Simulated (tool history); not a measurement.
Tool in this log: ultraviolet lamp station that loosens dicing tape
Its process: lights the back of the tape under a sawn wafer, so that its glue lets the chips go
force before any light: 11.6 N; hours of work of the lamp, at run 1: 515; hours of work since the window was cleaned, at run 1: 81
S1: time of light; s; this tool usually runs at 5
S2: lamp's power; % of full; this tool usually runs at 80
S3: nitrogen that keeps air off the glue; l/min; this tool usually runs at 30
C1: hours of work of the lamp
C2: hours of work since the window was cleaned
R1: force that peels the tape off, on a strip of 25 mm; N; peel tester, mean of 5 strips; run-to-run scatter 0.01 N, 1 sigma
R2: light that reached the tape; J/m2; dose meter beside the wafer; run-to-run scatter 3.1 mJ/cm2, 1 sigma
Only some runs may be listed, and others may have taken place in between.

run     day  S1  S2  S3   C1   C2     R1    R2
  1       0   5  80  30  515   81  0.565  4100
  2   1.125   5  80  30  526   93  0.575  4150
  3   2.846   5  80  30  543  110   0.57  4040
  4     4.1   5  80  12  556  123  1.232  4000
  5   5.075   5  80  30  566  132  0.615  4010
  6   5.921   6  80  30  574  141  0.427  4800
  7   7.025   6  80  30  586  152  0.425  4730
  8    7.75   6  80  30  593  159   0.44  4750
  9   8.546   6  80  30  601  167  0.444  4740
 10  10.088   5  80  30  616  183   0.62  3940
 11  11.621   5  80  30  632  198  0.652  3890
 12  13.308   5  80  30  649  215   0.68  3890
 13  14.646   5  80  30  662  229  0.661  3750
 14  16.133   5  80  52  677  244   0.49  3740
 15  16.854   5  80  52  685  251  0.522  3690
 16    17.8   4  80  34  694  261  0.977  2960
 17  18.808   4  68  17  704  271  2.263  2480

The next listed run, before its measurement:
 18  19.654   4  72  39  713  279   ?   ?

Run 18 gave R1 1.181 N, R2 2660 J/m2.
Had the tool carried no hidden state, the very same run would have given R1 0.698 N, R2 3430 J/m2.

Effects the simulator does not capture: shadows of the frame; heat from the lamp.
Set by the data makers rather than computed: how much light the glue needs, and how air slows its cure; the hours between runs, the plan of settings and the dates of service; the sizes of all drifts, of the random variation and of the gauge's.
